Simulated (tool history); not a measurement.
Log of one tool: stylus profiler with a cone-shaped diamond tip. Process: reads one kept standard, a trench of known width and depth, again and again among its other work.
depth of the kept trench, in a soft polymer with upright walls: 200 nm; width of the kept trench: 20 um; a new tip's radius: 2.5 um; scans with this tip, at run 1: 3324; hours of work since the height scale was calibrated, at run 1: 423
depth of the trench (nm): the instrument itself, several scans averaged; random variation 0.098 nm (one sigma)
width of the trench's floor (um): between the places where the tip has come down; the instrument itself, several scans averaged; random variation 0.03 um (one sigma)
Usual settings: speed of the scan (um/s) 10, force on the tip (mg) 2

run   hour  speed of the scan (um/s)  force on the tip (mg)  scans with this tip  hours of work since the height scale was calibrated  depth of the trench (nm)  width of the trench's floor (um)
  1      0                        10                      2                 3324                                                  423                    202.95                             17.87
  2   29.9                         5                      2                 3501                                                  445                    202.73                              17.9
  3   43.3                         2                      2                 3581                                                  455                    202.89                             17.96
  4   73.1                         2                      2                 3757                                                  478                    202.88                             17.94
  5  101.4                         2                      2                 3924                                                  499                    202.88                             17.93
  6  124.7                         2                      2                 4061                                                  516                       203                             17.99
  7  140.6                         2                      2                 4156                                                  528                    203.05                             17.92
  8    167                         2                    0.7                 4312                                                  548                    201.61                             17.98
  9  196.2                        10                      2                 4484                                                  570                    202.87                             17.89
 10  224.2                        10                      2                 4650                                                  591                    202.94                             17.86
 11  250.2                        10                      2                 4803                                                  611                    203.11                             17.81
 12    282                        10                      2                 4992                                                  635                    203.01                             17.87
 13  311.3                        10                   1.82                 5165                                                  657                    202.86                             17.88
 14  337.4                        39                   1.73                 5319                                                  676                    202.71                             17.65
 15  367.4                        13                   3.06                 5496                                                  699                    203.81                             17.85
 16    388                         5                   1.52                 5618                                                  714                    202.61                             17.87
 17  406.3                         5                   1.32                 5727                                                  728                    202.32                             17.89
 18  433.1                        13                   2.85                 5885                                                  748                    203.84                             17.86
 19    449                        31                   4.85                 5979                                                  760                    205.09                             17.79
 20  462.5                         2                   3.77                 6059                                                  770                    204.35                             17.85
 21  477.8                         2                   3.77                 6149                                                  782                    204.69                             17.89
 22  493.8                         4                   3.98                 6244                                                  794                    204.53                             17.86
 23  515.8                         4                   1.68                 6374                                                  810                    202.66                             17.93
 24    538                        17                   4.98                 6505                                                  827                    205.31                             17.84
 25  553.4                         8                    1.7                 6596                                                  839                    202.76                             17.81

Hidden state or all else? Some run-to-run changes of depth of the trench (nm), split into what the settings, what came in and random variation would give without the hidden state, and what is left for the hidden state (with any gauge scatter that isn't in both results):
The hidden state here: radius of the tip, um; height scale over the true one, %; drift of the gauge itself on depth_nm, %; drift of the gauge itself on floor_um, %.
Run 1 -> 2: speed of the scan (um/s) 10 -> 5. depth of the trench (nm) -0.22: hidden state +0.01, all else -0.23.
Run 10 -> 11: no setting changed, nothing entered. depth of the trench (nm) +0.17: hidden state +0.02, all else +0.15.
Run 23 -> 24: speed of the scan (um/s) 4 -> 17, force on the tip (mg) 1.68 -> 4.98. depth of the trench (nm) +2.65: hidden state +0.01, all else +2.64.
Run 24 -> 25: speed of the scan (um/s) 17 -> 8, force on the tip (mg) 4.98 -> 1.7. depth of the trench (nm) -2.55: hidden state +0.01, all else -2.56.
